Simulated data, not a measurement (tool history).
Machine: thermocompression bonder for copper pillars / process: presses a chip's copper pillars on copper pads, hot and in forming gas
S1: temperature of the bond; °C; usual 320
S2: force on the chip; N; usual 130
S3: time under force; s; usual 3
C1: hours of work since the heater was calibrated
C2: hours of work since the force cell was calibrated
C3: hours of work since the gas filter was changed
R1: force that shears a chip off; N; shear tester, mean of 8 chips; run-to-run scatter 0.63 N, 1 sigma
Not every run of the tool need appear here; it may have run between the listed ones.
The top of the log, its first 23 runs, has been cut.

run 24 hour=197.2 | S1=299 S2=129 S3=2 | C1=877 C2=160 C3=96 | R1=49.4
run 25 hour=202.5 | S1=330 S2=125 S3=3 | C1=880 C2=163 C3=99 | R1=71.7
run 26 hour=207.2 | S1=330 S2=125 S3=3 | C1=882 C2=166 C3=102 | R1=71.7
run 27 hour=215.9 | S1=330 S2=125 S3=3 | C1=887 C2=170 C3=106 | R1=71.6
run 28 hour=220.1 | S1=330 S2=125 S3=3 | C1=889 C2=173 C3=109 | R1=72.1
run 29 hour=227.5 | S1=320 S2=125 S3=3 | C1=894 C2=177 C3=113 | R1=65.9
run 30 hour=237.6 | S1=320 S2=125 S3=3 | C1=899 C2=182 C3=118 | R1=66.5
run 31 hour=244.5 | S1=326 S2=180 S3=2 | C1=903 C2=186 C3=122 | R1=77.3
run 32 hour=252.5 | S1=326 S2=139 S3=2 | C1=907 C2=191 C3=127 | R1=64.3
run 33 hour=261.1 | S1=326 S2=139 S3=2 | C1=912 C2=196 C3=132 | R1=65.6
run 34 hour=270.5 | S1=305 S2=145 S3=3 | C1=917 C2=201 C3=137 | R1=64.1
run 35 hour=277.1 | S1=305 S2=145 S3=3 | C1=921 C2=204 C3=140 | R1=63.1
run 36 hour=282.9 | S1=305 S2=145 S3=3 | C1=924 C2=208 C3=144 | R1=64.2
run 37 hour=289.5 | S1=305 S2=147 S3=2 | C1=928 C2=211 C3=147 | R1=55.5
run 38 hour=295.7 | S1=305 S2=147 S3=2 | C1=931 C2=215 C3=151 | R1=56.0
run 39 hour=304.0 | S1=305 S2=147 S3=2 | C1=936 C2=219 C3=155 | R1=55.4
run 40 hour=314.6 | S1=348 S2=83 S3=3 | C1=942 C2=225 C3=161 | R1=60.0
run 41 hour=322.5 | S1=348 S2=83 S3=3 | C1=946 C2=230 C3=166 | R1=60.9

Below are 3 alternative next runs, each starting from the tool's condition after run 41. Predict each:
run A hour=327.9 | S1=330 S2=102 S3=6 | C1=949 C2=233 C3=169 | R1=?
run B hour=327.9 | S1=328 S2=191 S3=3 | C1=949 C2=233 C3=169 | R1=?
run C hour=327.9 | S1=335 S2=117 S3=8 | C1=949 C2=233 C3=169 | R1=?

run=A R1=77.7
run=B R1=89.9
run=C R1=92.3
Had the tool no hidden state, the same runs would have come out as:
run=A R1=81.5
run=B R1=94.8
run=C R1=97.5

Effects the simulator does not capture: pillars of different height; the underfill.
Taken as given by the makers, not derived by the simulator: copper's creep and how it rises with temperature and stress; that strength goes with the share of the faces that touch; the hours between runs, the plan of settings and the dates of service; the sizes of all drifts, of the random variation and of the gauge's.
